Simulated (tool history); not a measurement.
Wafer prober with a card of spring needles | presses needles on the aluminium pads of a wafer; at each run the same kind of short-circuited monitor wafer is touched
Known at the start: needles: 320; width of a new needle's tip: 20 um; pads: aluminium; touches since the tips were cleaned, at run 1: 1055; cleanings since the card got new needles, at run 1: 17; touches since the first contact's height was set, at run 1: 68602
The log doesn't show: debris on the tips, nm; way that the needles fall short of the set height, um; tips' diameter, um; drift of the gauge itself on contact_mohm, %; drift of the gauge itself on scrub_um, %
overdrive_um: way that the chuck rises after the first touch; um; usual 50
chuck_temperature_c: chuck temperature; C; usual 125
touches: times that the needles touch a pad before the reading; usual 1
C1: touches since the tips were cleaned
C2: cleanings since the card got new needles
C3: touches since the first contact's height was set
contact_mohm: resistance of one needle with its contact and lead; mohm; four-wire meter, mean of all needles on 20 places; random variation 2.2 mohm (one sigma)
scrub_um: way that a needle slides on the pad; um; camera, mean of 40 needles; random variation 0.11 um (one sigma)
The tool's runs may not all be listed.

{"run": 1, "hour": 0.0, "overdrive_um": 50, "chuck_temperature_c": 125, "touches": 1, "C1": 1055, "C2": 17, "C3": 68602, "contact_mohm": 332, "scrub_um": 7.45}
{"hour": 11.8, "done": "tips cleaned on abrasive film"}
{"hour": 30.6, "done": "tips cleaned on abrasive film"}
{"run": 2, "hour": 30.6, "overdrive_um": 50, "chuck_temperature_c": 125, "touches": 1, "C1": 0, "C2": 19, "C3": 75143, "contact_mohm": 270, "scrub_um": 7.16}
{"hour": 48.8, "done": "tips cleaned on abrasive film"}
{"run": 3, "hour": 49.5, "overdrive_um": 50, "chuck_temperature_c": 125, "touches": 1, "C1": 138, "C2": 20, "C3": 79196, "contact_mohm": 282, "scrub_um": 7.21}
{"hour": 66.7, "done": "tips cleaned on abrasive film"}
{"run": 4, "hour": 70.6, "overdrive_um": 50, "chuck_temperature_c": 125, "touches": 2, "C1": 849, "C2": 21, "C3": 83737, "contact_mohm": 295, "scrub_um": 7.17}
{"hour": 83.4, "done": "tips cleaned on abrasive film"}
{"run": 5, "hour": 95.3, "overdrive_um": 50, "chuck_temperature_c": 125, "touches": 2, "C1": 2570, "C2": 22, "C3": 89031, "contact_mohm": 345, "scrub_um": 7.26}
{"hour": 100.1, "done": "tips cleaned on abrasive film"}
{"run": 6, "hour": 113.1, "overdrive_um": 50, "chuck_temperature_c": 125, "touches": 2, "C1": 2803, "C2": 23, "C3": 92854, "contact_mohm": 358, "scrub_um": 7.34}
{"hour": 117.4, "done": "tips cleaned on abrasive film"}
{"hour": 134.4, "done": "tips cleaned on abrasive film"}
{"run": 7, "hour": 134.4, "overdrive_um": 50, "chuck_temperature_c": 125, "touches": 2, "C1": 0, "C2": 25, "C3": 97384, "contact_mohm": 258, "scrub_um": 7.19}
{"hour": 138.3, "done": "tips cleaned on abrasive film, once more"}
{"hour": 155.0, "done": "tips cleaned on abrasive film"}
{"run": 8, "hour": 163.5, "overdrive_um": 50, "chuck_temperature_c": 28, "touches": 1, "C1": 1845, "C2": 27, "C3": 103629, "contact_mohm": 377, "scrub_um": 7.2}
{"hour": 171.4, "done": "tips cleaned on abrasive film"}
{"run": 9, "hour": 180.2, "overdrive_um": 50, "chuck_temperature_c": 78, "touches": 1, "C1": 1907, "C2": 28, "C3": 107203, "contact_mohm": 396, "scrub_um": 7.28}
{"hour": 188.7, "done": "tips cleaned on abrasive film"}
{"run": 10, "hour": 200.3, "overdrive_um": 50, "chuck_temperature_c": 125, "touches": 1, "C1": 2496, "C2": 29, "C3": 111513, "contact_mohm": 421, "scrub_um": 6.98}
{"hour": 205.5, "done": "tips cleaned on abrasive film"}
{"hour": 222.8, "done": "tips cleaned on abrasive film"}
{"run": 11, "hour": 233.7, "overdrive_um": 38, "chuck_temperature_c": 125, "touches": 1, "C1": 2363, "C2": 31, "C3": 118668, "contact_mohm": 562, "scrub_um": 5.31}
{"hour": 239.3, "done": "tips cleaned on abrasive film"}
{"hour": 256.1, "done": "tips cleaned on abrasive film"}
{"run": 12, "hour": 264.4, "overdrive_um": 38, "chuck_temperature_c": 125, "touches": 1, "C1": 1787, "C2": 33, "C3": 125231, "contact_mohm": 527, "scrub_um": 5.16}
{"hour": 274.6, "done": "tips cleaned on abrasive film"}
{"run": 13, "hour": 282.3, "overdrive_um": 32, "chuck_temperature_c": 125, "touches": 1, "C1": 1660, "C2": 34, "C3": 129059, "contact_mohm": 614, "scrub_um": 4.06}
{"hour": 291.3, "done": "tips cleaned on abrasive film"}
{"run": 14, "hour": 297.6, "overdrive_um": 32, "chuck_temperature_c": 125, "touches": 1, "C1": 1355, "C2": 35, "C3": 132347, "contact_mohm": 535, "scrub_um": 4.2}
{"hour": 307.9, "done": "tips cleaned on abrasive film"}
{"hour": 324.7, "done": "tips cleaned on abrasive film"}
{"run": 15, "hour": 328.0, "overdrive_um": 32, "chuck_temperature_c": 125, "touches": 1, "C1": 697, "C2": 37, "C3": 138848, "contact_mohm": 493, "scrub_um": 4.41}
{"hour": 342.6, "done": "tips cleaned on abrasive film"}
{"run": 16, "hour": 350.9, "overdrive_um": 32, "chuck_temperature_c": 125, "touches": 1, "C1": 1796, "C2": 38, "C3": 143770, "contact_mohm": 663, "scrub_um": 4.13}
{"hour": 361.2, "done": "tips cleaned on abrasive film"}
{"hour": 379.2, "done": "tips cleaned on abrasive film"}
{"run": 17, "hour": 379.7, "overdrive_um": 32, "chuck_temperature_c": 125, "touches": 1, "C1": 115, "C2": 40, "C3": 149929, "contact_mohm": 331, "scrub_um": 4.25}
{"run": 18, "hour": 395.3, "overdrive_um": 67, "chuck_temperature_c": 56, "touches": 2, "C1": 3468, "C2": 40, "C3": 153282, "contact_mohm": 311, "scrub_um": 9.53}
{"hour": 397.6, "done": "tips cleaned on abrasive film"}
{"hour": 415.4, "done": "tips cleaned on abrasive film"}
{"run": 19, "hour": 423.0, "overdrive_um": 56, "chuck_temperature_c": 115, "touches": 2, "C1": 1634, "C2": 42, "C3": 159222, "contact_mohm": 316, "scrub_um": 8.1}
{"hour": 433.1, "done": "tips cleaned on abrasive film"}
{"hour": 450.4, "done": "tips cleaned on abrasive film"}
{"run": 20, "hour": 456.2, "overdrive_um": 34, "chuck_temperature_c": 32, "touches": 1, "C1": 1237, "C2": 44, "C3": 166323, "contact_mohm": 537, "scrub_um": 4.43}
{"hour": 469.3, "done": "tips cleaned on abrasive film"}
{"run": 21, "hour": 472.2, "overdrive_um": 55, "chuck_temperature_c": 52, "touches": 2, "C1": 613, "C2": 45, "C3": 169750, "contact_mohm": 266, "scrub_um": 7.88}
{"hour": 486.5, "done": "tips cleaned on abrasive film"}
{"run": 22, "hour": 498.9, "overdrive_um": 32, "chuck_temperature_c": 37, "touches": 1, "C1": 2670, "C2": 46, "C3": 175494, "contact_mohm": 821, "scrub_um": 4.13}
{"hour": 504.2, "done": "tips cleaned on abrasive film"}
{"hour": 516.9, "done": "height of the first contact set anew"}
{"hour": 520.8, "done": "tips cleaned on abrasive film"}
{"run": 23, "hour": 527.7, "overdrive_um": 66, "chuck_temperature_c": 41, "touches": 1, "C1": 1488, "C2": 48, "C3": 2308, "contact_mohm": 298, "scrub_um": 10.12}
{"hour": 538.0, "done": "tips cleaned on abrasive film"}
{"run": 24, "hour": 548.8, "overdrive_um": 66, "chuck_temperature_c": 41, "touches": 1, "C1": 2331, "C2": 49, "C3": 6822, "contact_mohm": 325, "scrub_um": 10.07}
{"hour": 554.7, "done": "tips cleaned on abrasive film"}
{"run": 25, "hour": 570.7, "overdrive_um": 32, "chuck_temperature_c": 36, "touches": 2, "C1": 3446, "C2": 50, "C3": 11521, "contact_mohm": 566, "scrub_um": 4.98}
{"hour": 572.4, "done": "tips cleaned on abrasive film"}
{"hour": 590.2, "done": "tips cleaned on abrasive film"}
{"run": 26, "hour": 604.8, "overdrive_um": 40, "chuck_temperature_c": 72, "touches": 1, "C1": 3146, "C2": 52, "C3": 18824, "contact_mohm": 567, "scrub_um": 6.11}
{"hour": 607.7, "done": "tips cleaned on abrasive film"}
{"hour": 624.4, "done": "tips cleaned on abrasive film"}
{"run": 27, "hour": 631.1, "overdrive_um": 47, "chuck_temperature_c": 32, "touches": 2, "C1": 1448, "C2": 54, "C3": 24452, "contact_mohm": 314, "scrub_um": 7.15}
{"hour": 642.8, "done": "tips cleaned on abrasive film"}
{"run": 28, "hour": 647.7, "overdrive_um": 61, "chuck_temperature_c": 113, "touches": 1, "C1": 1063, "C2": 55, "C3": 28014, "contact_mohm": 299, "scrub_um": 9.34}
{"hour": 661.1, "done": "tips cleaned on abrasive film"}
{"hour": 677.7, "done": "tips cleaned on abrasive film"}
{"run": 29, "hour": 677.7, "overdrive_um": 33, "chuck_temperature_c": 73, "touches": 3, "C1": 0, "C2": 57, "C3": 34425, "contact_mohm": 272, "scrub_um": 4.95}
{"hour": 695.5, "done": "tips cleaned on abrasive film"}
{"run": 30, "hour": 705.1, "overdrive_um": 33, "chuck_temperature_c": 73, "touches": 3, "C1": 2075, "C2": 58, "C3": 40323, "contact_mohm": 385, "scrub_um": 5.01}
{"hour": 712.4, "done": "tips cleaned on abrasive film"}
{"hour": 729.9, "done": "tips cleaned on abrasive film"}
{"run": 31, "hour": 729.9, "overdrive_um": 33, "chuck_temperature_c": 122, "touches": 2, "C1": 0, "C2": 60, "C3": 45608, "contact_mohm": 301, "scrub_um": 4.85}

Forecast each of these 3 alternatives for the next run:
{"hour": 747.4, "done": "tips cleaned on abrasive film"}
{"run": "A", "hour": 756.2, "overdrive_um": 33, "chuck_temperature_c": 58, "touches": 2, "C1": 1909, "C2": 61, "C3": 51268, "contact_mohm": "?", "scrub_um": "?"}
{"hour": 747.4, "done": "tips cleaned on abrasive film"}
{"run": "B", "hour": 756.2, "overdrive_um": 48, "chuck_temperature_c": 125, "touches": 2, "C1": 1909, "C2": 61, "C3": 51268, "contact_mohm": "?", "scrub_um": "?"}
{"hour": 747.4, "done": "tips cleaned on abrasive film"}
{"run": "C", "hour": 756.2, "overdrive_um": 65, "chuck_temperature_c": 125, "touches": 1, "C1": 1909, "C2": 61, "C3": 51268, "contact_mohm": "?", "scrub_um": "?"}

run=A contact_mohm=452 scrub_um=4.95
run=B contact_mohm=339 scrub_um=7.27
run=C contact_mohm=325 scrub_um=9.69
Without the tool's hidden state the same runs would have given:
run=A contact_mohm=242 scrub_um=5.15
run=B contact_mohm=249 scrub_um=7.47
run=C contact_mohm=243 scrub_um=9.89
